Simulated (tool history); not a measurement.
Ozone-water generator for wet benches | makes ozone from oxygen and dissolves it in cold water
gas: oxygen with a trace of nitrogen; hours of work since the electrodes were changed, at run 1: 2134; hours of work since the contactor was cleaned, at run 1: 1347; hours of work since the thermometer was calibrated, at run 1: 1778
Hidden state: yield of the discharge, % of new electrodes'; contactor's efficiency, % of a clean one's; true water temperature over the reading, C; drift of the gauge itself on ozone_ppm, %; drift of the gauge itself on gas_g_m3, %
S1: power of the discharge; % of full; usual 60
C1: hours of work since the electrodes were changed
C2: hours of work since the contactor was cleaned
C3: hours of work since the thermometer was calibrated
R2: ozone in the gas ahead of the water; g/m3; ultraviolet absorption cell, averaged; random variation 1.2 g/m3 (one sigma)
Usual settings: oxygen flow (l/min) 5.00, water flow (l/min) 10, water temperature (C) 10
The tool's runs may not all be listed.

{"run": 1, "hour": 0.0, "S1": 60, "oxygen flow (l/min)": 5.0, "water flow (l/min)": 10, "water temperature (C)": 10, "C1": 2134, "C2": 1347, "C3": 1778, "dissolved ozone (ppm)": 31.7, "R2": 193.0}
{"run": 2, "hour": 51.2, "S1": 60, "oxygen flow (l/min)": 5.0, "water flow (l/min)": 10, "water temperature (C)": 10, "C1": 2177, "C2": 1390, "C3": 1821, "dissolved ozone (ppm)": 31.8, "R2": 195.3}
{"run": 3, "hour": 96.6, "S1": 60, "oxygen flow (l/min)": 5.0, "water flow (l/min)": 10, "water temperature (C)": 10, "C1": 2215, "C2": 1428, "C3": 1860, "dissolved ozone (ppm)": 31.7, "R2": 194.3}
{"run": 4, "hour": 157.3, "S1": 60, "oxygen flow (l/min)": 6.4, "water flow (l/min)": 10, "water temperature (C)": 10, "C1": 2266, "C2": 1479, "C3": 1911, "dissolved ozone (ppm)": 30.7, "R2": 170.8}
{"run": 5, "hour": 214.9, "S1": 60, "oxygen flow (l/min)": 6.4, "water flow (l/min)": 10, "water temperature (C)": 10, "C1": 2315, "C2": 1528, "C3": 1959, "dissolved ozone (ppm)": 30.8, "R2": 170.5}
{"run": 6, "hour": 265.1, "S1": 60, "oxygen flow (l/min)": 6.4, "water flow (l/min)": 11, "water temperature (C)": 10, "C1": 2357, "C2": 1570, "C3": 2002, "dissolved ozone (ppm)": 29.0, "R2": 170.1}
{"run": 7, "hour": 297.1, "S1": 60, "oxygen flow (l/min)": 6.4, "water flow (l/min)": 11, "water temperature (C)": 10, "C1": 2384, "C2": 1597, "C3": 2029, "dissolved ozone (ppm)": 28.6, "R2": 169.0}
{"run": 8, "hour": 326.5, "S1": 60, "oxygen flow (l/min)": 6.4, "water flow (l/min)": 11, "water temperature (C)": 10, "C1": 2409, "C2": 1622, "C3": 2053, "dissolved ozone (ppm)": 28.4, "R2": 168.9}
{"run": 9, "hour": 359.1, "S1": 60, "oxygen flow (l/min)": 6.4, "water flow (l/min)": 11, "water temperature (C)": 10, "C1": 2436, "C2": 1649, "C3": 2081, "dissolved ozone (ppm)": 28.7, "R2": 168.7}
{"run": 10, "hour": 412.1, "S1": 64, "oxygen flow (l/min)": 5.0, "water flow (l/min)": 10, "water temperature (C)": 10, "C1": 2481, "C2": 1694, "C3": 2126, "dissolved ozone (ppm)": 32.2, "R2": 198.7}
{"run": 11, "hour": 476.6, "S1": 64, "oxygen flow (l/min)": 5.0, "water flow (l/min)": 10, "water temperature (C)": 10, "C1": 2536, "C2": 1749, "C3": 2180, "dissolved ozone (ppm)": 31.8, "R2": 196.7}
{"run": 12, "hour": 509.2, "S1": 60, "oxygen flow (l/min)": 5.0, "water flow (l/min)": 10, "water temperature (C)": 10, "C1": 2563, "C2": 1776, "C3": 2207, "dissolved ozone (ppm)": 31.2, "R2": 191.9}
{"run": 13, "hour": 562.5, "S1": 60, "oxygen flow (l/min)": 5.0, "water flow (l/min)": 10, "water temperature (C)": 10, "C1": 2608, "C2": 1821, "C3": 2252, "dissolved ozone (ppm)": 31.1, "R2": 191.0}
{"run": 14, "hour": 613.1, "S1": 60, "oxygen flow (l/min)": 5.0, "water flow (l/min)": 10, "water temperature (C)": 10, "C1": 2651, "C2": 1864, "C3": 2295, "dissolved ozone (ppm)": 30.9, "R2": 187.6}
{"run": 15, "hour": 681.1, "S1": 60, "oxygen flow (l/min)": 5.0, "water flow (l/min)": 16, "water temperature (C)": 10, "C1": 2708, "C2": 1921, "C3": 2352, "dissolved ozone (ppm)": 21.8, "R2": 189.9}
{"run": 16, "hour": 738.8, "S1": 60, "oxygen flow (l/min)": 5.0, "water flow (l/min)": 10, "water temperature (C)": 10, "C1": 2757, "C2": 1970, "C3": 2401, "dissolved ozone (ppm)": 30.9, "R2": 187.7}
{"run": 17, "hour": 803.5, "S1": 60, "oxygen flow (l/min)": 5.0, "water flow (l/min)": 10, "water temperature (C)": 10, "C1": 2811, "C2": 2024, "C3": 2456, "dissolved ozone (ppm)": 30.4, "R2": 188.4}
{"run": 18, "hour": 858.1, "S1": 60, "oxygen flow (l/min)": 4.22, "water flow (l/min)": 10, "water temperature (C)": 16, "C1": 2857, "C2": 2070, "C3": 2502, "dissolved ozone (ppm)": 27.8, "R2": 205.2}
{"run": 19, "hour": 890.0, "S1": 60, "oxygen flow (l/min)": 3.24, "water flow (l/min)": 10, "water temperature (C)": 10, "C1": 2884, "C2": 2097, "C3": 2529, "dissolved ozone (ppm)": 30.4, "R2": 236.4}
{"hour": 900.6, "done": "contactor cleaned"}
{"run": 20, "hour": 951.5, "S1": 60, "oxygen flow (l/min)": 5.16, "water flow (l/min)": 11, "water temperature (C)": 10, "C1": 2933, "C2": 43, "C3": 2577, "dissolved ozone (ppm)": 29.0, "R2": 186.2}
{"run": 21, "hour": 1022.3, "S1": 60, "oxygen flow (l/min)": 5.16, "water flow (l/min)": 11, "water temperature (C)": 10, "C1": 2992, "C2": 103, "C3": 2637, "dissolved ozone (ppm)": 29.2, "R2": 183.0}
{"run": 22, "hour": 1079.5, "S1": 69, "oxygen flow (l/min)": 4.4, "water flow (l/min)": 14, "water temperature (C)": 11, "C1": 3041, "C2": 151, "C3": 2685, "dissolved ozone (ppm)": 25.4, "R2": 213.9}
{"run": 23, "hour": 1134.2, "S1": 100, "oxygen flow (l/min)": 5.0, "water flow (l/min)": 10, "water temperature (C)": 16, "C1": 3087, "C2": 197, "C3": 2731, "dissolved ozone (ppm)": 36.4, "R2": 244.6}
{"run": 24, "hour": 1169.1, "S1": 100, "oxygen flow (l/min)": 2.65, "water flow (l/min)": 11, "water temperature (C)": 16, "C1": 3116, "C2": 226, "C3": 2761, "dissolved ozone (ppm)": 34.0, "R2": 332.8}
{"run": 25, "hour": 1217.5, "S1": 100, "oxygen flow (l/min)": 2.65, "water flow (l/min)": 11, "water temperature (C)": 16, "C1": 3157, "C2": 267, "C3": 2801, "dissolved ozone (ppm)": 34.3, "R2": 336.6}
{"run": 26, "hour": 1284.1, "S1": 100, "oxygen flow (l/min)": 2.65, "water flow (l/min)": 11, "water temperature (C)": 16, "C1": 3213, "C2": 323, "C3": 2858, "dissolved ozone (ppm)": 34.2, "R2": 334.9}
{"run": 27, "hour": 1314.7, "S1": 54, "oxygen flow (l/min)": 6.02, "water flow (l/min)": 12, "water temperature (C)": 6, "C1": 3239, "C2": 349, "C3": 2883, "dissolved ozone (ppm)": 27.1, "R2": 159.3}
{"run": 28, "hour": 1385.7, "S1": 41, "oxygen flow (l/min)": 4.22, "water flow (l/min)": 10, "water temperature (C)": 6, "C1": 3299, "C2": 409, "C3": 2943, "dissolved ozone (ppm)": 27.6, "R2": 165.1}
{"run": 29, "hour": 1422.5, "S1": 41, "oxygen flow (l/min)": 4.22, "water flow (l/min)": 10, "water temperature (C)": 6, "C1": 3330, "C2": 440, "C3": 2974, "dissolved ozone (ppm)": 26.9, "R2": 165.4}
{"run": 30, "hour": 1488.6, "S1": 41, "oxygen flow (l/min)": 4.22, "water flow (l/min)": 10, "water temperature (C)": 9, "C1": 3386, "C2": 496, "C3": 3030, "dissolved ozone (ppm)": 25.7, "R2": 165.4}
{"run": 31, "hour": 1521.4, "S1": 60, "oxygen flow (l/min)": 4.58, "water flow (l/min)": 9, "water temperature (C)": 8, "C1": 3413, "C2": 524, "C3": 3058, "dissolved ozone (ppm)": 34.0, "R2": 191.4}
{"run": 32, "hour": 1581.3, "S1": 66, "oxygen flow (l/min)": 5.0, "water flow (l/min)": 10, "water temperature (C)": 10, "C1": 3464, "C2": 574, "C3": 3108, "dissolved ozone (ppm)": 31.9, "R2": 191.4}
{"run": 33, "hour": 1649.6, "S1": 60, "oxygen flow (l/min)": 5.0, "water flow (l/min)": 10, "water temperature (C)": 12, "C1": 3521, "C2": 632, "C3": 3166, "dissolved ozone (ppm)": 29.0, "R2": 182.7}
{"run": 34, "hour": 1685.6, "S1": 60, "oxygen flow (l/min)": 5.0, "water flow (l/min)": 9, "water temperature (C)": 12, "C1": 3552, "C2": 662, "C3": 3196, "dissolved ozone (ppm)": 31.1, "R2": 181.8}

Forecast each of these 3 alternatives for the next run:
{"run": "A", "hour": 1716.7, "S1": 55, "oxygen flow (l/min)": 5.0, "water flow (l/min)": 9, "water temperature (C)": 12, "C1": 3578, "C2": 688, "C3": 3222, "dissolved ozone (ppm)": "?", "R2": "?"}
{"run": "B", "hour": 1716.7, "S1": 60, "oxygen flow (l/min)": 6.82, "water flow (l/min)": 7, "water temperature (C)": 7, "C1": 3578, "C2": 688, "C3": 3222, "dissolved ozone (ppm)": "?", "R2": "?"}
{"run": "C", "hour": 1716.7, "S1": 60, "oxygen flow (l/min)": 2.71, "water flow (l/min)": 9, "water temperature (C)": 7, "C1": 3578, "C2": 688, "C3": 3222, "dissolved ozone (ppm)": "?", "R2": "?"}

run=A dissolved_ozone_(ppm)=29.8 R2=174.7
run=B dissolved_ozone_(ppm)=37.4 R2=154.7
run=C dissolved_ozone_(ppm)=34.0 R2=247.2
Without the tool's hidden state the same runs would have given:
run=A dissolved_ozone_(ppm)=35.6 R2=205.4
run=B dissolved_ozone_(ppm)=45.2 R2=183.6
run=C dissolved_ozone_(ppm)=41.0 R2=293.7

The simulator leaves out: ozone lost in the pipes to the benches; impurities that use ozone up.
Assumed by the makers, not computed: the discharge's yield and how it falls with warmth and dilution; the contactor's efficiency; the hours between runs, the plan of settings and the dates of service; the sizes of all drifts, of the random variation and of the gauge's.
